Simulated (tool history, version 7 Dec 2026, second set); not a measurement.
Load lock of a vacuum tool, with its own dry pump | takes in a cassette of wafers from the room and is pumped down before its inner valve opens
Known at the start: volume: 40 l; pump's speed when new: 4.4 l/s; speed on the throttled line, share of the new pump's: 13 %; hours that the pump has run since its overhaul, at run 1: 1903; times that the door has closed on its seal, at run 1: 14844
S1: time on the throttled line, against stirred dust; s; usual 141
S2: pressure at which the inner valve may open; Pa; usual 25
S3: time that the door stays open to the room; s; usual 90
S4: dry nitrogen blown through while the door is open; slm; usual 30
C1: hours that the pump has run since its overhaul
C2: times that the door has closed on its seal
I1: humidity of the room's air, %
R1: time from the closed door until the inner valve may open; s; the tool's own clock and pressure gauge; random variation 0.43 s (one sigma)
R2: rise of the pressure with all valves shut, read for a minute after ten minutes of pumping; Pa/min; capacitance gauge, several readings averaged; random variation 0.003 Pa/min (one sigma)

{"run": 1, "day": 0.0, "S1": 141, "S2": 25, "S3": 90, "S4": 30, "C1": 1903, "C2": 14844, "I1": 47, "R1": 198.4, "R2": 0.09}
{"run": 2, "day": 5.121, "S1": 141, "S2": 25, "S3": 90, "S4": 30, "C1": 2026, "C2": 15126, "I1": 45.5, "R1": 198.4, "R2": 0.092}
{"run": 3, "day": 9.142, "S1": 141, "S2": 25, "S3": 90, "S4": 30, "C1": 2122, "C2": 15347, "I1": 43.3, "R1": 198.7, "R2": 0.085}
{"run": 4, "day": 12.212, "S1": 141, "S2": 25, "S3": 90, "S4": 30, "C1": 2196, "C2": 15516, "I1": 47.3, "R1": 198.1, "R2": 0.092}
{"run": 5, "day": 15.383, "S1": 141, "S2": 25, "S3": 138, "S4": 30, "C1": 2272, "C2": 15691, "I1": 43, "R1": 199, "R2": 0.103}
{"run": 6, "day": 20.579, "S1": 141, "S2": 25, "S3": 138, "S4": 30, "C1": 2397, "C2": 15977, "I1": 40.7, "R1": 198.4, "R2": 0.097}
{"run": 7, "day": 27.971, "S1": 141, "S2": 25, "S3": 138, "S4": 30, "C1": 2574, "C2": 16384, "I1": 43.9, "R1": 198.5, "R2": 0.101}
{"run": 8, "day": 33.575, "S1": 141, "S2": 25, "S3": 138, "S4": 30, "C1": 2709, "C2": 16692, "I1": 45, "R1": 198.9, "R2": 0.105}
{"run": 9, "day": 36.75, "S1": 141, "S2": 25, "S3": 138, "S4": 30, "C1": 2785, "C2": 16867, "I1": 44, "R1": 199.5, "R2": 0.108}
{"run": 10, "day": 41.579, "S1": 141, "S2": 25, "S3": 138, "S4": 30, "C1": 2901, "C2": 17133, "I1": 42.9, "R1": 198.2, "R2": 0.104}
{"run": 11, "day": 45.442, "S1": 141, "S2": 25, "S3": 138, "S4": 30, "C1": 2993, "C2": 17345, "I1": 46.3, "R1": 198.7, "R2": 0.111}
{"run": 12, "day": 50.75, "S1": 141, "S2": 25, "S3": 138, "S4": 30, "C1": 3121, "C2": 17637, "I1": 44.8, "R1": 198, "R2": 0.112}
{"run": 13, "day": 56.888, "S1": 172, "S2": 25, "S3": 90, "S4": 30, "C1": 3268, "C2": 17975, "I1": 45.7, "R1": 226.6, "R2": 0.11}
{"run": 14, "day": 60.079, "S1": 172, "S2": 25, "S3": 90, "S4": 30, "C1": 3345, "C2": 18151, "I1": 47.4, "R1": 226.8, "R2": 0.104}
{"run": 15, "day": 64.633, "S1": 141, "S2": 25, "S3": 90, "S4": 30, "C1": 3454, "C2": 18402, "I1": 47.4, "R1": 199.1, "R2": 0.109}
{"run": 16, "day": 71.954, "S1": 95, "S2": 25, "S3": 90, "S4": 30, "C1": 3630, "C2": 18805, "I1": 45.6, "R1": 159.1, "R2": 0.116}
{"run": 17, "day": 77.2, "S1": 141, "S2": 25, "S3": 90, "S4": 30, "C1": 3756, "C2": 19093, "I1": 48.8, "R1": 199, "R2": 0.119}
{"run": 18, "day": 81.529, "S1": 141, "S2": 25, "S3": 90, "S4": 30, "C1": 3860, "C2": 19331, "I1": 44, "R1": 200.1, "R2": 0.113}
{"run": 19, "day": 87.988, "S1": 141, "S2": 25, "S3": 90, "S4": 30, "C1": 4015, "C2": 19687, "I1": 47.8, "R1": 199, "R2": 0.118}
{"run": 20, "day": 94.196, "S1": 141, "S2": 25, "S3": 90, "S4": 30, "C1": 4164, "C2": 20029, "I1": 45.8, "R1": 200.2, "R2": 0.118}
{"run": 21, "day": 98.9, "S1": 150, "S2": 43, "S3": 172, "S4": 30, "C1": 4277, "C2": 20288, "I1": 46.7, "R1": 202.2, "R2": 0.135}
{"run": 22, "day": 105.95, "S1": 150, "S2": 43, "S3": 172, "S4": 30, "C1": 4446, "C2": 20676, "I1": 41.3, "R1": 202.1, "R2": 0.13}
{"run": 23, "day": 112.825, "S1": 141, "S2": 25, "S3": 139, "S4": 28, "C1": 4611, "C2": 21054, "I1": 47.3, "R1": 199.6, "R2": 0.138}
{"run": 24, "day": 117.212, "S1": 141, "S2": 25, "S3": 139, "S4": 28, "C1": 4716, "C2": 21296, "I1": 40.6, "R1": 199.7, "R2": 0.135}
{"run": 25, "day": 122.271, "S1": 246, "S2": 25, "S3": 105, "S4": 21, "C1": 4837, "C2": 21574, "I1": 42.5, "R1": 290.3, "R2": 0.138}
{"run": 26, "day": 127.492, "S1": 108, "S2": 46, "S3": 102, "S4": 26, "C1": 4963, "C2": 21861, "I1": 47.2, "R1": 165.4, "R2": 0.143}
{"run": 27, "day": 132.096, "S1": 108, "S2": 46, "S3": 102, "S4": 26, "C1": 5073, "C2": 22115, "I1": 45.5, "R1": 165.9, "R2": 0.143}
{"run": 28, "day": 137.771, "S1": 252, "S2": 25, "S3": 204, "S4": 14, "C1": 5209, "C2": 22427, "I1": 43, "R1": 296.1, "R2": 0.178}
{"run": 29, "day": 142.067, "S1": 252, "S2": 25, "S3": 204, "S4": 14, "C1": 5313, "C2": 22664, "I1": 45, "R1": 295.2, "R2": 0.176}
{"run": 30, "day": 146.108, "S1": 97, "S2": 45, "S3": 237, "S4": 4, "C1": 5410, "C2": 22886, "I1": 42.7, "R1": 156.4, "R2": 0.211}
{"run": 31, "day": 150.308, "S1": 141, "S2": 40, "S3": 40, "S4": 30, "C1": 5510, "C2": 23117, "I1": 45.5, "R1": 195.6, "R2": 0.129}
{"run": 32, "day": 154.562, "S1": 126, "S2": 18, "S3": 130, "S4": 5, "C1": 5612, "C2": 23351, "I1": 45.2, "R1": 189.5, "R2": 0.201}
{"run": 33, "day": 157.588, "S1": 126, "S2": 18, "S3": 130, "S4": 5, "C1": 5685, "C2": 23518, "I1": 45.7, "R1": 190.5, "R2": 0.202}
{"run": 34, "day": 161.533, "S1": 126, "S2": 18, "S3": 130, "S4": 5, "C1": 5780, "C2": 23735, "I1": 43.9, "R1": 191.4, "R2": 0.199}
{"run": 35, "day": 168.008, "S1": 126, "S2": 18, "S3": 130, "S4": 5, "C1": 5935, "C2": 24091, "I1": 45.8, "R1": 189.9, "R2": 0.202}
{"run": 36, "day": 171.396, "S1": 170, "S2": 47, "S3": 38, "S4": 13, "C1": 6016, "C2": 24278, "I1": 43.4, "R1": 219.1, "R2": 0.147}

Hidden state or all else? Some run-to-run changes of R1, split into what the settings, what came in and random variation would give without the hidden state, and what is left for the hidden state (with any gauge scatter that isn't in both results):
The hidden state here: pump's speed, % of a new pump's; leak at the door's seal, Pa l/s; drift of the gauge itself on ready_s, %; drift of the gauge itself on rise_pa_min, %.
Run 25 -> 26: S1 246 -> 108, S2 25 -> 46, S3 105 -> 102, S4 21 -> 26. R1 -124.9 s: hidden state +0.4, all else -125.3.
Run 27 -> 28: S1 108 -> 252, S2 46 -> 25, S3 102 -> 204, S4 26 -> 14. R1 +130.2 s: hidden state -0.4, all else +130.6.
Run 29 -> 30: S1 252 -> 97, S2 25 -> 45, S3 204 -> 237, S4 14 -> 4. R1 -138.8 s: hidden state +0.5, all else -139.3.
Run 31 -> 32: S1 141 -> 126, S2 40 -> 18, S3 40 -> 130, S4 30 -> 5. R1 -6.1 s: hidden state +0.5, all else -6.6.
Run 35 -> 36: S1 126 -> 170, S2 18 -> 47, S3 130 -> 38, S4 5 -> 13. R1 +29.2 s: hidden state -0.7, all else +29.9.
